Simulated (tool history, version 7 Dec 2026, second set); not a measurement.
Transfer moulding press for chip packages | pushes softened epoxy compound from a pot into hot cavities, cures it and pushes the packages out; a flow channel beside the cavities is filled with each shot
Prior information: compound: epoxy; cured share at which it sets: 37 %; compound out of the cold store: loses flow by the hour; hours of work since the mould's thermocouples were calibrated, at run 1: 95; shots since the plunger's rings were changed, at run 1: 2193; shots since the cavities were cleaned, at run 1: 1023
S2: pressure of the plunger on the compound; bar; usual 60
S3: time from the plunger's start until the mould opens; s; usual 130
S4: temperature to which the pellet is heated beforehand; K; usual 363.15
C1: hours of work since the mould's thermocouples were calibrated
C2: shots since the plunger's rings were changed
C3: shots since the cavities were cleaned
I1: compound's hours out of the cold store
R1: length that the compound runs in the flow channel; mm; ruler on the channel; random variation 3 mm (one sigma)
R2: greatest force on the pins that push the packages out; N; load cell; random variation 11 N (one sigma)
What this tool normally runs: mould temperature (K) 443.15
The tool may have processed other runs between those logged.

{"run": 1, "hour": 0.0, "mould temperature (K)": 443.15, "S2": 60, "S3": 130, "S4": 363.15, "C1": 95, "C2": 2193, "C3": 1023, "I1": 8, "R1": 774, "R2": 851}
{"hour": 24.4, "done": "cavities cleaned with cleaning compound and waxed"}
{"run": 2, "hour": 48.1, "mould temperature (K)": 443.15, "S2": 60, "S3": 127, "S4": 363.15, "C1": 116, "C2": 2494, "C3": 153, "I1": 9.7, "R1": 768, "R2": 653}
{"run": 3, "hour": 89.5, "mould temperature (K)": 435.15, "S2": 60, "S3": 130, "S4": 363.15, "C1": 135, "C2": 2762, "C3": 421, "I1": 22.2, "R1": 760, "R2": 1316}
{"run": 4, "hour": 143.2, "mould temperature (K)": 443.15, "S2": 60, "S3": 130, "S4": 360.15, "C1": 160, "C2": 3109, "C3": 768, "I1": 11.4, "R1": 759, "R2": 808}
{"hour": 150.4, "done": "plunger's sealing rings changed"}
{"run": 5, "hour": 183.1, "mould temperature (K)": 443.15, "S2": 48.4, "S3": 130, "S4": 363.15, "C1": 178, "C2": 212, "C3": 1010, "I1": 33.4, "R1": 651, "R2": 797}
{"hour": 210.3, "done": "cavities cleaned with cleaning compound and waxed"}
{"run": 6, "hour": 246.9, "mould temperature (K)": 443.15, "S2": 48.4, "S3": 130, "S4": 363.15, "C1": 207, "C2": 615, "C3": 237, "I1": 37.5, "R1": 633, "R2": 657}
{"run": 7, "hour": 305.7, "mould temperature (K)": 443.15, "S2": 48.4, "S3": 130, "S4": 363.15, "C1": 234, "C2": 995, "C3": 617, "I1": 44.7, "R1": 614, "R2": 725}
{"run": 8, "hour": 384.5, "mould temperature (K)": 443.15, "S2": 60, "S3": 130, "S4": 363.15, "C1": 271, "C2": 1504, "C3": 1126, "I1": 25.6, "R1": 736, "R2": 804}
{"hour": 397.8, "done": "cavities cleaned with cleaning compound and waxed"}
{"run": 9, "hour": 456.7, "mould temperature (K)": 443.15, "S2": 60, "S3": 130, "S4": 363.15, "C1": 303, "C2": 1961, "C3": 381, "I1": 23.8, "R1": 735, "R2": 741}

Run 10 comes next. What will it give?
{"run": 10, "hour": 530.1, "mould temperature (K)": 443.15, "S2": 60, "S3": 130, "S4": 363.15, "C1": 337, "C2": 2436, "C3": 856, "I1": 42.5, "R1": "?", "R2": "?"}

Logged for run 10: R1 679 mm, R2 784 N.
On a tool with no hidden condition, and with the same random variation, this run would have come out at R1 699 mm, R2 513 N.
